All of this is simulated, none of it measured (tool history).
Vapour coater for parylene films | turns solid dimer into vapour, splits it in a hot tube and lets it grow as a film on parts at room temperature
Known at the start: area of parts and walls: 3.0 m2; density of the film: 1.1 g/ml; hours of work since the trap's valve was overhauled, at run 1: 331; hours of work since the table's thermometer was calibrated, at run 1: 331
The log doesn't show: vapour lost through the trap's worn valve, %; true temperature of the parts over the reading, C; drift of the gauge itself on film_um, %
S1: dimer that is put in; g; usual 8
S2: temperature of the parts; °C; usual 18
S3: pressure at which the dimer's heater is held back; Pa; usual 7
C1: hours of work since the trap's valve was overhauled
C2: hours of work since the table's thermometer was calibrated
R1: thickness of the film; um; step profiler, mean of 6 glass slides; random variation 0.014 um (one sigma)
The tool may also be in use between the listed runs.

run 1 hour=0 | S1=8 S2=18 S3=7 | C1=331 C2=331 | R1=1.12
run 2 hour=19 | S1=8 S2=11 S3=7 | C1=343 C2=343 | R1=1.39
run 3 hour=30.8 | S1=8 S2=11 S3=7 | C1=351 C2=351 | R1=1.38
run 4 hour=40.2 | S1=8 S2=11 S3=7 | C1=357 C2=357 | R1=1.37
run 5 hour=55.2 | S1=8 S2=11 S3=7 | C1=367 C2=367 | R1=1.42
run 6 hour=72.5 | S1=8 S2=11 S3=7 | C1=379 C2=379 | R1=1.38
run 7 hour=85.7 | S1=8 S2=11 S3=7 | C1=387 C2=387 | R1=1.38
run 8 hour=101.3 | S1=8 S2=11 S3=7 | C1=398 C2=398 | R1=1.36
run 9 hour=113.1 | S1=8 S2=11 S3=7 | C1=406 C2=406 | R1=1.39
run 10 hour=126.9 | S1=8 S2=11 S3=7 | C1=415 C2=415 | R1=1.36
run 11 hour=146.2 | S1=8 S2=11 S3=7 | C1=427 C2=427 | R1=1.4
run 12 hour=159.2 | S1=8 S2=11 S3=7 | C1=436 C2=436 | R1=1.37
run 13 hour=178.8 | S1=8 S2=11 S3=7 | C1=449 C2=449 | R1=1.38
run 14 hour=197 | S1=8 S2=18 S3=7 | C1=461 C2=461 | R1=1.08
run 15 hour=213.2 | S1=8 S2=18 S3=7 | C1=472 C2=472 | R1=1.1
run 16 hour=224.7 | S1=8 S2=18 S3=7 | C1=479 C2=479 | R1=1.11
run 17 hour=233.5 | S1=8 S2=18 S3=7 | C1=485 C2=485 | R1=1.11
run 18 hour=249.7 | S1=8 S2=18 S3=7 | C1=496 C2=496 | R1=1.08
run 19 hour=267.7 | S1=8 S2=18 S3=7 | C1=508 C2=508 | R1=1.09
run 20 hour=282.8 | S1=8 S2=18 S3=7 | C1=518 C2=518 | R1=1.07
run 21 hour=293.2 | S1=5 S2=18 S3=7 | C1=525 C2=525 | R1=0.67
run 22 hour=301.6 | S1=4 S2=18 S3=7 | C1=530 C2=530 | R1=0.54
run 23 hour=310 | S1=4 S2=18 S3=7 | C1=536 C2=536 | R1=0.55
run 24 hour=326.3 | S1=4 S2=24 S3=7 | C1=546 C2=546 | R1=0.44
run 25 hour=343.9 | S1=4 S2=29 S3=4.04 | C1=558 C2=558 | R1=0.43
run 26 hour=360.1 | S1=8 S2=13 S3=2.71 | C1=569 C2=569 | R1=1.5
run 27 hour=368.6 | S1=8 S2=13 S3=2.71 | C1=574 C2=574 | R1=1.45
run 28 hour=378 | S1=9 S2=23 S3=7 | C1=581 C2=581 | R1=1.01
run 29 hour=391.9 | S1=7 S2=18 S3=2.88 | C1=590 C2=590 | R1=1.08
run 30 hour=408.7 | S1=7 S2=18 S3=2.88 | C1=601 C2=601 | R1=1.08
run 31 hour=426.5 | S1=7 S2=25 S3=2.88 | C1=613 C2=613 | R1=0.9
run 32 hour=434.5 | S1=7 S2=25 S3=2.88 | C1=618 C2=618 | R1=0.87
run 33 hour=442.9 | S1=7 S2=25 S3=2.88 | C1=624 C2=624 | R1=0.89
run 34 hour=456.6 | S1=7 S2=25 S3=7.2 | C1=633 C2=633 | R1=0.74
run 35 hour=472 | S1=5 S2=28 S3=7 | C1=643 C2=643 | R1=0.49
run 36 hour=487.3 | S1=5 S2=28 S3=7 | C1=653 C2=653 | R1=0.48
run 37 hour=504.5 | S1=10 S2=11 S3=2 | C1=664 C2=664 | R1=2.08
run 38 hour=523.2 | S1=10 S2=11 S3=2 | C1=677 C2=677 | R1=2.06
run 39 hour=540.9 | S1=7 S2=16 S3=5.27 | C1=688 C2=688 | R1=1.06
-- hour=550 trap's valve overhauled
run 40 hour=559.9 | S1=9 S2=19 S3=8.41 | C1=7 C2=698 | R1=1.24
run 41 hour=571.8 | S1=12 S2=29 S3=9.45 | C1=14 C2=706 | R1=1.14
run 42 hour=587.3 | S1=12 S2=29 S3=9.45 | C1=25 C2=716 | R1=1.17
run 43 hour=597.2 | S1=5 S2=29 S3=9.45 | C1=31 C2=723 | R1=0.48
run 44 hour=615.6 | S1=5 S2=29 S3=9.45 | C1=43 C2=735 | R1=0.51
run 45 hour=628.7 | S1=5 S2=18 S3=6.29 | C1=52 C2=744 | R1=0.74
run 46 hour=637.1 | S1=13 S2=20 S3=7.12 | C1=58 C2=749 | R1=1.78
run 47 hour=647.6 | S1=10 S2=22 S3=3.37 | C1=65 C2=756 | R1=1.47
run 48 hour=658.7 | S1=3 S2=15 S3=7 | C1=72 C2=764 | R1=0.49

Hidden state or all else? Some run-to-run changes of R1, split into what the settings, what came in and random variation would give without the hidden state, and what is left for the hidden state (with any gauge scatter that isn't in both results):
Run 25 -> 26: S1 4 -> 8, S2 29 -> 13, S3 4.04 -> 2.71. R1 +1.07 um: hidden state -0.1, all else +1.17.
Run 36 -> 37: S1 5 -> 10, S2 28 -> 11, S3 7 -> 2. R1 +1.6 um: hidden state -0.18, all else +1.78.
Run 38 -> 39: S1 10 -> 7, S2 11 -> 16, S3 2 -> 5.27. R1 -1 um: hidden state +0.11, all else -1.11.
Run 39 -> 40: S1 7 -> 9, S2 16 -> 19, S3 5.27 -> 8.41, trap's valve overhauled. R1 +0.18 um: hidden state +0.13, all else +0.05.
Run 45 -> 46: S1 5 -> 13, S2 18 -> 20, S3 6.29 -> 7.12. R1 +1.04 um: hidden state +0.01, all else +1.03.

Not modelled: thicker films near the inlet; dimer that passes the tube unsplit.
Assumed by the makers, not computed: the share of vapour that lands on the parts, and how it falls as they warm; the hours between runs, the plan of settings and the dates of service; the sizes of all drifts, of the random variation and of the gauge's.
